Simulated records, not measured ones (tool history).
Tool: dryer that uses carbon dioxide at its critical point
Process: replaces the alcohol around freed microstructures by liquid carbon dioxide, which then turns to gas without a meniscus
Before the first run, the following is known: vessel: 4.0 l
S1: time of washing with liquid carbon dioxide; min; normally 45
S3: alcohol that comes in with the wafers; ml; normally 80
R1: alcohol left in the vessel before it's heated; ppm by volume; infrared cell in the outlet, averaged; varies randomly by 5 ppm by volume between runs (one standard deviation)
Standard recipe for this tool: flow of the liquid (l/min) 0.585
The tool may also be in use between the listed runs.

Run 1, hour 0: usual settings. Result: R1 59 ppm by volume.
Run 2, hour 9.5: usual settings. Result: R1 55 ppm by volume.
Run 3, hour 18.2: usual settings. Result: R1 71 ppm by volume.
Run 4, hour 22.8: usual settings. Result: R1 59 ppm by volume.
Run 5, hour 27.8: usual settings but flow of the liquid (l/min) 0.363. Result: R1 493 ppm by volume.
Run 6, hour 33.7: usual settings but flow of the liquid (l/min) 0.363. Result: R1 504 ppm by volume.
Run 7, hour 41.2: usual settings but flow of the liquid (l/min) 0.363. Result: R1 512 ppm by volume.
Run 8, hour 52.3: usual settings but flow of the liquid (l/min) 0.363. Result: R1 509 ppm by volume.
Run 9, hour 63.8: usual settings but flow of the liquid (l/min) 0.828. Result: R1 43 ppm by volume.
Run 10, hour 70.2: usual settings but flow of the liquid (l/min) 0.828, S3 26 ml. Result: R1 23 ppm by volume.
Run 11, hour 77.8: usual settings but flow of the liquid (l/min) 0.828, S3 26 ml. Result: R1 31 ppm by volume.
Run 12, hour 85.2: usual settings but flow of the liquid (l/min) 0.723, S3 26 ml. Result: R1 27 ppm by volume.
Run 13, hour 95.9: usual settings but S1 58 min. Result: R1 43 ppm by volume.
Run 14, hour 104.4: usual settings but S1 58 min. Result: R1 42 ppm by volume.
Run 15, hour 112.5: usual settings but S1 58 min. Result: R1 40 ppm by volume.
Run 16, hour 119.4: usual settings but S1 58 min. Result: R1 42 ppm by volume.
Run 17, hour 126.3: usual settings but flow of the liquid (l/min) 0.454. Result: R1 221 ppm by volume.
Run 18, hour 134.9: usual settings but flow of the liquid (l/min) 0.454. Result: R1 226 ppm by volume.
Run 19, hour 140.3: usual settings but S1 31 min. Result: R1 335 ppm by volume.
Run 20, hour 145: usual settings but S1 31 min. Result: R1 325 ppm by volume.
Run 21, hour 152.8: usual settings but S1 31 min. Result: R1 333 ppm by volume.
Run 22, hour 163.2: usual settings but S1 31 min. Result: R1 339 ppm by volume.
Run 23, hour 174.3: usual settings but S1 55 min. Result: R1 43 ppm by volume.
Run 24, hour 184.5: usual settings but S1 47 min, S3 46 ml. Result: R1 70 ppm by volume.
Run 25, hour 195.4: usual settings but S1 47 min, S3 46 ml. Result: R1 61 ppm by volume.
Run 26, hour 206.5: usual settings but S1 35 min, flow of the liquid (l/min) 0.486, S3 83 ml. Result: R1 479 ppm by volume.
Run 27, hour 213.5: usual settings but S1 35 min, flow of the liquid (l/min) 0.358, S3 51 ml. Result: R1 846 ppm by volume.
Run 28, hour 220.6: usual settings but S1 35 min, flow of the liquid (l/min) 0.358, S3 51 ml. Result: R1 849 ppm by volume.
Run 29, hour 229: usual settings but S1 42 min, flow of the liquid (l/min) 0.623, S3 102 ml. Result: R1 118 ppm by volume.
Run 30, hour 234.7: usual settings but S1 39 min. Result: R1 158 ppm by volume.
Run 31, hour 240.7: usual settings but S1 42 min, flow of the liquid (l/min) 0.371, S3 33 ml. Result: R1 299 ppm by volume.
Run 32, hour 249.3: usual settings but S1 59 min, flow of the liquid (l/min) 0.379, S3 35 ml. Result: R1 109 ppm by volume.
Run 33, hour 260.4: usual settings but flow of the liquid (l/min) 0.465. Result: R1 232 ppm by volume.

Below are 3 alternative next runs, each starting from the tool's condition after run 33. Predict each:
Run A, hour 269.1: usual settings but S1 48 min, flow of the liquid (l/min) 0.709. Result: R1 ?.
Run B, hour 269.1: usual settings but S1 47 min, flow of the liquid (l/min) 0.56, S3 32 ml. Result: R1 ?.
Run C, hour 269.1: usual settings but S1 33 min, flow of the liquid (l/min) 0.465, S3 26 ml. Result: R1 ?.

run   R1
  A   47
  B   55
  C  256
With no hidden state in the tool, these same runs would have given:
run   R1
  A    6
  B   10
  C  180
